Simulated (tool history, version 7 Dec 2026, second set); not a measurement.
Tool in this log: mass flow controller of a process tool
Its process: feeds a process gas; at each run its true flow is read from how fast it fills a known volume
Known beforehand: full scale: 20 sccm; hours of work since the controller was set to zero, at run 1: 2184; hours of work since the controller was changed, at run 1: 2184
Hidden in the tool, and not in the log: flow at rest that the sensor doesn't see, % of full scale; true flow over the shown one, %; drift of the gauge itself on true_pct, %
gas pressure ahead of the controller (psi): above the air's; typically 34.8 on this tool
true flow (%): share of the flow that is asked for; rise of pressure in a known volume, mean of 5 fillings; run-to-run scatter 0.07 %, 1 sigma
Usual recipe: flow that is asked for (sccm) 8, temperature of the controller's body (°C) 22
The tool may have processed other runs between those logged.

run     day  flow that is asked for (sccm)  gas pressure ahead of the controller (psi)  temperature of the controller's body (°C)  hours of work since the controller was set to zero  hours of work since the controller was changed  true flow (%)
  1       0                              8                                        34.8                                         22                                                2184                                            2184          99.51
  2   6.092                              8                                        34.8                                         29                                                2248                                            2248          99.56
  3  12.225                              8                                        34.8                                         29                                                2311                                            2311          99.63
  4  16.804                              8                                        34.8                                         29                                                2359                                            2359          99.67
  5  20.896                              8                                        34.8                                         29                                                2402                                            2402          99.78
  6  26.762                              8                                        29.7                                         22                                                2462                                            2462          99.54
     27.454  -- controller's zero set anew
  7  33.929                              3                                        36.4                                         22                                                  67                                            2537          97.81
  8  38.904                              3                                        36.4                                         22                                                 119                                            2588          97.79
  9  46.258                              3                                        36.4                                         22                                                 195                                            2665          97.72
 10  51.512                              3                                        36.5                                         24                                                 250                                            2719           97.8

3 ways to go on from here, each from the tool as it stands after run 10. What would each give?
  A  57.117                              9                                        34.8                                         22                                                 308                                            2778              ?
  B  57.117                             14                                        28.7                                         34                                                 308                                            2778              ?
  C  57.117                             18                                        34.8                                         22                                                 308                                            2778              ?

run  true flow (%)
  A          99.73
  B          100.9
  C          100.8
The same runs, with their run-to-run variation unchanged, on a tool lacking any hidden condition would have given:
run  true flow (%)
  A          98.92
  B          99.86
  C          99.66

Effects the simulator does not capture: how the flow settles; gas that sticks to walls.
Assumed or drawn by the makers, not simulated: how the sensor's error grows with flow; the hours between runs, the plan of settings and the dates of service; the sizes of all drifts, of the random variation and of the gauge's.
